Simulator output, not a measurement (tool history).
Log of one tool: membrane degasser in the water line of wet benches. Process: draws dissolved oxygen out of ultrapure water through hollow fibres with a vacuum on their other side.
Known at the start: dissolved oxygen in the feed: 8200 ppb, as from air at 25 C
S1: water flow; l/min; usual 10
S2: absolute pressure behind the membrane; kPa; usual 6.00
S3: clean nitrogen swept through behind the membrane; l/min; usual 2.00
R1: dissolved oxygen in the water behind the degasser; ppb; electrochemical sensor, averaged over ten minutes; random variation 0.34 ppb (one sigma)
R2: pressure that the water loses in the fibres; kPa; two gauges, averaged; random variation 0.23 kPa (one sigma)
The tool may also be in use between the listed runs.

run	hour	S1	S2	S3	R1	R2
1	0.0	10	6.00	2.00	40.6	59.31
2	129.6	10	6.03	2.00	41.3	59.04
3	242.1	10	6.00	2.00	41.2	59.30
4	399.5	10	6.00	2.00	41.4	59.44
5	555.5	10	6.00	2.00	41.1	59.21
6	666.1	10	6.00	2.00	41.7	58.94
7	783.5	15	6.00	2.00	67.4	88.39
8	870.0	10	6.00	2.00	41.5	58.81
9	1023.8	10	6.00	2.00	42.6	59.17
10	1186.1	10	6.00	2.00	42.4	58.93
11	1287.8	10	6.00	2.00	42.0	59.41
12	1411.6	10	6.00	2.00	43.3	59.74
13	1487.4	10	6.00	2.00	42.2	59.46
14	1605.9	13	6.00	2.00	58.2	77.23
15	1762.4	10	6.00	2.00	43.2	59.71
16	1847.9	10	8.53	3.95	41.1	60.35
# hour 1934.6: vacuum gauge calibrated
17	1963.7	13	14.09	3.63	109.7	77.42
18	2079.7	10	14.09	5.74	55.0	59.59
19	2157.1	6	6.00	5.67	9.0	35.82
20	2261.4	6	6.00	5.67	8.8	35.60
21	2409.5	6	6.00	1.98	25.2	35.57
22	2559.2	10	7.43	1.35	85.1	60.27
23	2631.9	13	9.51	1.12	188.9	78.15
24	2737.5	10	12.55	4.57	59.4	59.89

4 ways to go on from here, each from the tool as it stands after run 24. What would each give?
A	2811.7	12	5.95	4.57	?	?
B	2811.7	13	10.78	2.32	?	?
C	2811.7	11	8.00	4.57	?	?
D	2811.7	10	6.57	2.12	?	?

run	R1	R2
A	25.6	71.68
B	118.4	77.97
C	36.5	65.89
D	46.6	60.08
Without the tool's hidden state the same runs would have given:
run	R1	R2
A	23.1	70.55
B	109.5	76.75
C	33.0	64.86
D	42.0	59.14
